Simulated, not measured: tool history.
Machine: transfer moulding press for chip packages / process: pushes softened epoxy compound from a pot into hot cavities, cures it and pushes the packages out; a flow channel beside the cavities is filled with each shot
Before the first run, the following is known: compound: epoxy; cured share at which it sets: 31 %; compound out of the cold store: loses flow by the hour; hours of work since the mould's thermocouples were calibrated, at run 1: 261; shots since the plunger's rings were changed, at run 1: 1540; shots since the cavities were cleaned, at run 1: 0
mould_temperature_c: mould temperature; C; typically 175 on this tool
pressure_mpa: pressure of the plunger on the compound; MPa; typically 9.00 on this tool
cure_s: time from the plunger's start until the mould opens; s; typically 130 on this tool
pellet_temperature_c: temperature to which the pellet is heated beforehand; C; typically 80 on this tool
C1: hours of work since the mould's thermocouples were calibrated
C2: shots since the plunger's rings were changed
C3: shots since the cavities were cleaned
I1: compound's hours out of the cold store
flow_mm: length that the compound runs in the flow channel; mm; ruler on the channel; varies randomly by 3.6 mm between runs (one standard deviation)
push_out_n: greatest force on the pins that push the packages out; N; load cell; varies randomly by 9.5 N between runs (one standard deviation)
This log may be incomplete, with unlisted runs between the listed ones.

run 1 hour=0.0 | mould_temperature_c=175 pressure_mpa=9.00 cure_s=130 pellet_temperature_c=80 | C1=261 C2=1540 C3=0 | I1=31.3 | flow_mm=855 push_out_n=423
run 2 hour=21.0 | mould_temperature_c=177 pressure_mpa=9.00 cure_s=130 pellet_temperature_c=80 | C1=273 C2=1711 C3=171 | I1=38.7 | flow_mm=832 push_out_n=399
run 3 hour=37.3 | mould_temperature_c=177 pressure_mpa=9.00 cure_s=130 pellet_temperature_c=80 | C1=283 C2=1844 C3=304 | I1=28.6 | flow_mm=848 push_out_n=394
run 4 hour=48.5 | mould_temperature_c=177 pressure_mpa=9.00 cure_s=130 pellet_temperature_c=80 | C1=289 C2=1934 C3=394 | I1=23.7 | flow_mm=858 push_out_n=398
run 5 hour=70.5 | mould_temperature_c=177 pressure_mpa=9.00 cure_s=144 pellet_temperature_c=80 | C1=302 C2=2113 C3=573 | I1=17.7 | flow_mm=871 push_out_n=388
run 6 hour=83.5 | mould_temperature_c=175 pressure_mpa=9.00 cure_s=130 pellet_temperature_c=71 | C1=309 C2=2218 C3=678 | I1=36.3 | flow_mm=841 push_out_n=427
run 7 hour=98.5 | mould_temperature_c=175 pressure_mpa=9.00 cure_s=130 pellet_temperature_c=71 | C1=318 C2=2340 C3=800 | I1=26.1 | flow_mm=866 push_out_n=439
-- hour=108.7 cavities cleaned with cleaning compound and waxed
run 8 hour=118.8 | mould_temperature_c=175 pressure_mpa=9.00 cure_s=130 pellet_temperature_c=71 | C1=329 C2=2493 C3=81 | I1=22.7 | flow_mm=864 push_out_n=436
run 9 hour=140.9 | mould_temperature_c=178 pressure_mpa=9.00 cure_s=130 pellet_temperature_c=80 | C1=342 C2=2673 C3=261 | I1=46.9 | flow_mm=816 push_out_n=385
run 10 hour=158.4 | mould_temperature_c=178 pressure_mpa=9.00 cure_s=130 pellet_temperature_c=80 | C1=352 C2=2815 C3=403 | I1=23.9 | flow_mm=853 push_out_n=391
run 11 hour=176.7 | mould_temperature_c=178 pressure_mpa=9.00 cure_s=130 pellet_temperature_c=80 | C1=363 C2=2963 C3=551 | I1=41.4 | flow_mm=826 push_out_n=380
run 12 hour=196.2 | mould_temperature_c=175 pressure_mpa=8.34 cure_s=130 pellet_temperature_c=80 | C1=374 C2=3122 C3=710 | I1=21.5 | flow_mm=834 push_out_n=442
run 13 hour=205.8 | mould_temperature_c=175 pressure_mpa=7.59 cure_s=130 pellet_temperature_c=80 | C1=380 C2=3200 C3=788 | I1=11.5 | flow_mm=813 push_out_n=442
-- hour=218.2 cavities cleaned with cleaning compound and waxed
run 14 hour=219.0 | mould_temperature_c=175 pressure_mpa=7.59 cure_s=130 pellet_temperature_c=80 | C1=387 C2=3295 C3=7 | I1=28.8 | flow_mm=789 push_out_n=428
run 15 hour=232.7 | mould_temperature_c=175 pressure_mpa=7.59 cure_s=130 pellet_temperature_c=80 | C1=395 C2=3407 C3=119 | I1=34.2 | flow_mm=776 push_out_n=431
run 16 hour=245.1 | mould_temperature_c=175 pressure_mpa=7.59 cure_s=130 pellet_temperature_c=80 | C1=402 C2=3507 C3=219 | I1=33.6 | flow_mm=784 push_out_n=425
run 17 hour=264.9 | mould_temperature_c=175 pressure_mpa=9.00 cure_s=140 pellet_temperature_c=78 | C1=414 C2=3668 C3=380 | I1=27.6 | flow_mm=852 push_out_n=390
-- hour=272.3 plunger's sealing rings changed
run 18 hour=282.3 | mould_temperature_c=175 pressure_mpa=9.00 cure_s=140 pellet_temperature_c=78 | C1=422 C2=81 C3=501 | I1=45.8 | flow_mm=830 push_out_n=402
run 19 hour=292.5 | mould_temperature_c=175 pressure_mpa=9.00 cure_s=140 pellet_temperature_c=78 | C1=428 C2=164 C3=584 | I1=11.7 | flow_mm=893 push_out_n=405
run 20 hour=306.2 | mould_temperature_c=178 pressure_mpa=9.00 cure_s=140 pellet_temperature_c=86 | C1=436 C2=276 C3=696 | I1=19.4 | flow_mm=864 push_out_n=381
run 21 hour=316.5 | mould_temperature_c=169 pressure_mpa=6.99 cure_s=115 pellet_temperature_c=80 | C1=442 C2=359 C3=779 | I1=26.2 | flow_mm=783 push_out_n=843
-- hour=330.6 cavities cleaned with cleaning compound and waxed
run 22 hour=334.8 | mould_temperature_c=181 pressure_mpa=8.16 cure_s=158 pellet_temperature_c=71 | C1=452 C2=496 C3=35 | I1=15.1 | flow_mm=822 push_out_n=347
run 23 hour=352.4 | mould_temperature_c=175 pressure_mpa=7.07 cure_s=111 pellet_temperature_c=80 | C1=462 C2=638 C3=177 | I1=24.6 | flow_mm=766 push_out_n=571
run 24 hour=364.8 | mould_temperature_c=175 pressure_mpa=10.56 cure_s=125 pellet_temperature_c=77 | C1=470 C2=740 C3=279 | I1=15.0 | flow_mm=969 push_out_n=452
run 25 hour=384.4 | mould_temperature_c=175 pressure_mpa=10.56 cure_s=125 pellet_temperature_c=77 | C1=481 C2=899 C3=438 | I1=17.4 | flow_mm=946 push_out_n=461
run 26 hour=394.8 | mould_temperature_c=175 pressure_mpa=8.74 cure_s=130 pellet_temperature_c=80 | C1=487 C2=983 C3=522 | I1=8.0 | flow_mm=887 push_out_n=439
run 27 hour=408.7 | mould_temperature_c=175 pressure_mpa=8.74 cure_s=130 pellet_temperature_c=80 | C1=495 C2=1096 C3=635 | I1=12.5 | flow_mm=871 push_out_n=431
run 28 hour=426.9 | mould_temperature_c=175 pressure_mpa=8.74 cure_s=130 pellet_temperature_c=80 | C1=506 C2=1244 C3=783 | I1=9.3 | flow_mm=884 push_out_n=437

For some of the steps in push_out_n from one run to the next: how much would appear even if the tool had no hidden state, given the settings, what came in and random variation, and how much remains for the hidden state plus any gauge scatter that the measured result and the result without hidden state don't share?
The hidden state here: true mould temperature over the reading, C; pressure that reaches the compound, % of what is set; grip of the stained cavities, % over clean ones'; drift of the gauge itself on flow_mm, %; drift of the gauge itself on push_out_n, %.
Run 13 -> 14: cavities cleaned with cleaning compound and waxed. push_out_n -14 N: hidden state -8, all else -6.
Run 20 -> 21: mould_temperature_c 178 -> 169, pressure_mpa 9.00 -> 6.99, cure_s 140 -> 115, pellet_temperature_c 86 -> 80. push_out_n +462 N: hidden state +4, all else +458.
Run 21 -> 22: mould_temperature_c 169 -> 181, pressure_mpa 6.99 -> 8.16, cure_s 115 -> 158, pellet_temperature_c 80 -> 71, cavities cleaned with cleaning compound and waxed. push_out_n -496 N: hidden state -10, all else -486.
